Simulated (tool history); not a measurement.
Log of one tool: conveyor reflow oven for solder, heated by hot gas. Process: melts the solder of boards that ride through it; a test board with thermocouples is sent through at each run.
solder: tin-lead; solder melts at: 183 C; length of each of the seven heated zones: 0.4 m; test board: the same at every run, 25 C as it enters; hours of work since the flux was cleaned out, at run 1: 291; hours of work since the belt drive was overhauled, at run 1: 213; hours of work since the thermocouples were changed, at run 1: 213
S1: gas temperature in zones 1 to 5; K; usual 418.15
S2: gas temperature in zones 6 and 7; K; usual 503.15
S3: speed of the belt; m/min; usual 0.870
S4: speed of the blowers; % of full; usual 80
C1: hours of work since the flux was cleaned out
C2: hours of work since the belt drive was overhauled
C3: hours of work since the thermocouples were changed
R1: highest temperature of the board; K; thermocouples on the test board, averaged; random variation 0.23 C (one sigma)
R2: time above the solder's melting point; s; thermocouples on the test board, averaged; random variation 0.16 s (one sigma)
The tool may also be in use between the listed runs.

Run 1, hour 0.0: usual settings; C1 291; C2 213; C3 213. Result: R1 484.95 K, R2 39.4 s.
Run 2, hour 17.4: usual settings; C1 302; C2 224; C3 224. Result: R1 484.95 K, R2 39.8 s.
Run 3, hour 50.0: usual settings but S4 58 % of full; C1 323; C2 245; C3 245. Result: R1 480.05 K, R2 34.7 s.
Run 4, hour 75.3: usual settings; C1 339; C2 261; C3 261. Result: R1 484.75 K, R2 39.3 s.
Run 5, hour 101.7: usual settings; C1 356; C2 278; C3 278. Result: R1 484.75 K, R2 39.3 s.
Run 6, hour 135.1: usual settings but S1 410.15 K; C1 377; C2 299; C3 299. Result: R1 482.75 K, R2 35.4 s.
Run 7, hour 160.1: usual settings but S3 1.008 m/min; C1 393; C2 315; C3 315. Result: R1 478.65 K, R2 29.3 s.
Run 8, hour 199.7: usual settings but S1 425.15 K; C1 418; C2 340; C3 340. Result: R1 485.25 K, R2 41.8 s.
Run 9, hour 236.0: usual settings but S1 425.15 K; C1 441; C2 363; C3 363. Result: R1 484.65 K, R2 41.7 s.
Run 10, hour 275.4: usual settings but S1 425.15 K, S2 510.15 K; C1 467; C2 389; C3 389. Result: R1 490.55 K, R2 45.0 s.
At hour 284.2: flux residue cleaned out of gas plates and filters.
Run 11, hour 299.3: usual settings but S3 0.819 m/min; C1 10; C2 401; C3 401. Result: R1 489.15 K, R2 45.8 s.
Run 12, hour 321.8: usual settings but S3 0.819 m/min; C1 24; C2 415; C3 415. Result: R1 489.15 K, R2 45.8 s.
Run 13, hour 345.2: usual settings; C1 39; C2 430; C3 430. Result: R1 487.45 K, R2 41.6 s.
Run 14, hour 371.8: usual settings but S1 412.15 K; C1 56; C2 447; C3 447. Result: R1 485.75 K, R2 39.3 s.
Run 15, hour 405.1: usual settings but S1 412.15 K; C1 77; C2 468; C3 468. Result: R1 486.25 K, R2 39.2 s.
Run 16, hour 430.4: usual settings but S1 412.15 K; C1 93; C2 484; C3 484. Result: R1 485.35 K, R2 38.9 s.
Run 17, hour 470.8: usual settings but S2 510.15 K, S3 1.027 m/min, S4 67 % of full; C1 119; C2 510; C3 510. Result: R1 483.55 K, R2 31.8 s.
Run 18, hour 498.4: usual settings but S3 0.996 m/min, S4 51 % of full; C1 137; C2 528; C3 528. Result: R1 474.15 K, R2 25.1 s.
Run 19, hour 523.5: usual settings but S2 516.15 K, S4 72 % of full; C1 153; C2 544; C3 544. Result: R1 495.65 K, R2 45.5 s.
Run 20, hour 562.4: usual settings but S2 516.15 K, S4 72 % of full; C1 178; C2 569; C3 569. Result: R1 495.65 K, R2 45.6 s.
Run 21, hour 579.9: usual settings but S1 403.15 K, S2 501.15 K, S3 0.894 m/min, S4 72 % of full; C1 189; C2 580; C3 580. Result: R1 478.25 K, R2 30.0 s.
Run 22, hour 617.5: usual settings but S1 422.15 K, S2 516.15 K, S3 0.741 m/min; C1 213; C2 604; C3 604. Result: R1 501.95 K, R2 58.6 s.
Run 23, hour 646.6: usual settings but S1 424.15 K, S2 499.15 K, S3 0.795 m/min, S4 62 % of full; C1 231; C2 622; C3 622. Result: R1 482.45 K, R2 44.3 s.
Run 24, hour 673.5: usual settings but S1 408.15 K, S2 495.15 K, S3 0.745 m/min; C1 249; C2 640; C3 640. Result: R1 480.85 K, R2 41.5 s.
Run 25, hour 700.4: usual settings but S1 408.15 K, S2 495.15 K, S3 0.745 m/min; C1 266; C2 657; C3 657. Result: R1 481.05 K, R2 41.4 s.
Run 26, hour 734.3: usual settings but S2 516.15 K; C1 287; C2 678; C3 678. Result: R1 495.55 K, R2 46.0 s.
Run 27, hour 755.4: usual settings but S2 516.15 K; C1 301; C2 692; C3 692. Result: R1 495.95 K, R2 46.1 s.
Run 28, hour 775.2: usual settings but S2 501.15 K; C1 314; C2 705; C3 705. Result: R1 482.95 K, R2 38.3 s.
Run 29, hour 815.7: usual settings but S2 501.15 K; C1 339; C2 730; C3 730. Result: R1 482.45 K, R2 37.9 s.
Run 30, hour 838.3: usual settings but S1 415.15 K, S2 507.15 K, S4 53 % of full; C1 354; C2 745; C3 745. Result: R1 480.35 K, R2 34.1 s.
Run 31, hour 857.4: usual settings but S1 431.15 K, S2 507.15 K, S3 0.836 m/min, S4 64 % of full; C1 366; C2 757; C3 757. Result: R1 488.35 K, R2 48.1 s.
Run 32, hour 877.1: usual settings but S1 432.15 K, S4 56 % of full; C1 379; C2 770; C3 770. Result: R1 482.65 K, R2 41.4 s.

Measured less the same run without the tool's hidden state. The same run-to-run variation is in both; the gauge's scatter may not be:
The hidden state here: heat that the gas passes to the board, % of a clean oven's; belt's true speed, % of the reading; true gas temperature in zones 6 and 7 over the reading, C; drift of the gauge itself on peak_c, C; drift of the gauge itself on liquid_s, %.
run     R1    R2
  1  -3.30  -2.4
  2  -3.50  -2.5
  3  -3.40  -3.0
  4  -3.90  -2.9
  5  -4.10  -3.0
  6  -4.60  -3.6
  7  -5.00  -4.0
  8  -4.40  -3.1
  9  -4.60  -3.2
 10  -5.20  -2.8
 11  -0.70  -0.2
 12  -0.90  -0.3
 13  -1.00  -0.4
 14  -1.30  -0.5
 15  -1.50  -0.8
 16  -1.70  -0.9
 17  -1.90  -1.1
 18  -1.90  -1.7
 19  -2.30  -0.9
 20  -2.60  -1.0
 21  -2.80  -2.2
 22  -2.70  -0.7
 23  -2.60  -1.8
 24  -3.00  -2.7
 25  -3.20  -2.8
 26  -4.00  -1.6
 27  -4.10  -1.7
 28  -3.90  -2.7
 29  -4.20  -3.0
 30  -4.10  -3.3
 31  -3.80  -2.1
 32  -3.90  -2.8
